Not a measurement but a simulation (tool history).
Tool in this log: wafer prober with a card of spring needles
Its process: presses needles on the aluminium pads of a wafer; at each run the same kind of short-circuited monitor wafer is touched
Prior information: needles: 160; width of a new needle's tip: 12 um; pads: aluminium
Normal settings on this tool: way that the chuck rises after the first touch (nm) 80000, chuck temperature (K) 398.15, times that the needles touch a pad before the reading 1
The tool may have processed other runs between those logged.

| run | hour | way that the chuck rises after the first touch (nm) | chuck temperature (K) | times that the needles touch a pad before the reading | resistance of one needle with its contact and lead (mohm) | way that a needle slides on the pad (nm) |
|---|---|---|---|---|---|---|
| 1 | 0.0 | 80000 | 398.15 | 1 | 276 | 11600 |
| 2 | 8.6 | 80000 | 333.15 | 1 | 300 | 11560 |
| 3 | 22.3 | 80000 | 333.15 | 1 | 322 | 11670 |
|  | 26.7 | tips cleaned on abrasive film |
| 4 | 35.3 | 80000 | 398.15 | 1 | 312 | 11550 |
| 5 | 43.4 | 80000 | 398.15 | 1 | 332 | 11580 |
| 6 | 52.1 | 80000 | 358.15 | 1 | 328 | 11610 |
|  | 53.4 | tips cleaned on abrasive film |
| 7 | 60.1 | 80000 | 358.15 | 1 | 297 | 11660 |
| 8 | 73.3 | 80000 | 398.15 | 1 | 336 | 11550 |
|  | 79.7 | tips cleaned on abrasive film |
| 9 | 86.2 | 80000 | 398.15 | 1 | 308 | 11590 |
| 10 | 93.5 | 80000 | 398.15 | 1 | 324 | 11570 |
| 11 | 105.2 | 90000 | 398.15 | 1 | 335 | 13080 |
|  | 106.3 | tips cleaned on abrasive film |
| 12 | 117.6 | 90000 | 398.15 | 1 | 314 | 13050 |
|  | 132.6 | tips cleaned on abrasive film |
| 13 | 132.6 | 80000 | 299.15 | 1 | 250 | 11520 |
| 14 | 141.8 | 82000 | 299.15 | 1 | 290 | 11800 |
| 15 | 150.3 | 82000 | 299.15 | 1 | 301 | 11870 |
|  | 158.9 | tips cleaned on abrasive film |
| 16 | 161.8 | 82000 | 299.15 | 1 | 266 | 11820 |
| 17 | 176.8 | 82000 | 299.15 | 1 | 298 | 11770 |
| 18 | 183.4 | 82000 | 299.15 | 1 | 307 | 11840 |
|  | 185.5 | tips cleaned on abrasive film |
| 19 | 193.4 | 71000 | 398.15 | 1 | 318 | 10200 |
| 20 | 207.4 | 71000 | 398.15 | 1 | 340 | 10220 |
|  | 211.7 | tips cleaned on abrasive film |
| 21 | 216.0 | 88000 | 377.15 | 1 | 281 | 12660 |
| 22 | 224.5 | 67000 | 347.15 | 1 | 313 | 9660 |
| 23 | 234.0 | 80000 | 326.15 | 2 | 289 | 11480 |
|  | 238.4 | tips cleaned on abrasive film |
| 24 | 249.3 | 80000 | 366.15 | 2 | 289 | 11480 |
| 25 | 259.9 | 61000 | 373.15 | 1 | 340 | 8790 |
|  | 265.1 | tips cleaned on abrasive film |
| 26 | 275.2 | 70000 | 363.15 | 2 | 294 | 10010 |
| 27 | 288.8 | 99000 | 377.15 | 1 | 327 | 14270 |
|  | 291.6 | tips cleaned on abrasive film |
| 28 | 304.8 | 68000 | 305.15 | 3 | 264 | 9710 |
| 29 | 312.4 | 87000 | 305.15 | 2 | 280 | 12520 |
|  | 318.2 | tips cleaned on abrasive film |
| 30 | 323.3 | 61000 | 308.15 | 1 | 284 | 8760 |
| 31 | 337.3 | 97000 | 316.15 | 1 | 302 | 13930 |
|  | 344.8 | tips cleaned on abrasive film |
| 32 | 348.9 | 78000 | 306.15 | 3 | 254 | 11120 |
| 33 | 358.3 | 78000 | 299.15 | 1 | 297 | 11150 |
| 34 | 366.6 | 78000 | 299.15 | 1 | 300 | 11180 |
|  | 371.2 | tips cleaned on abrasive film |
| 35 | 380.8 | 77000 | 299.15 | 2 | 266 | 10990 |

Same runs, no hidden state in the tool, same run-to-run variation:
The tool's hidden condition here consists of: debris on the tips, nm; way that the needles fall short of the set height, um; tips' diameter, um; drift of the gauge itself on contact_mohm, %; drift of the gauge itself on scrub_um, %.
| run | resistance of one needle with its contact and lead (mohm) | way that a needle slides on the pad (nm) |
|---|---|---|
| 1 | 270 | 11620 |
| 2 | 253 | 11570 |
| 3 | 253 | 11680 |
| 4 | 266 | 11580 |
| 5 | 271 | 11610 |
| 6 | 258 | 11630 |
| 7 | 259 | 11690 |
| 8 | 272 | 11580 |
| 9 | 271 | 11640 |
| 10 | 269 | 11620 |
| 11 | 269 | 13130 |
| 12 | 268 | 13110 |
| 13 | 246 | 11600 |
| 14 | 245 | 11880 |
| 15 | 240 | 11950 |
| 16 | 244 | 11910 |
| 17 | 238 | 11850 |
| 18 | 241 | 11930 |
| 19 | 273 | 10300 |
| 20 | 269 | 10320 |
| 21 | 258 | 12780 |
| 22 | 255 | 9780 |
| 23 | 250 | 11590 |
| 24 | 260 | 11610 |
| 25 | 261 | 8910 |
| 26 | 263 | 10140 |
| 27 | 266 | 14400 |
| 28 | 242 | 9850 |
| 29 | 243 | 12670 |
| 30 | 243 | 8920 |
| 31 | 247 | 14090 |
| 32 | 244 | 11290 |
| 33 | 244 | 11320 |
| 34 | 236 | 11350 |
| 35 | 239 | 11180 |
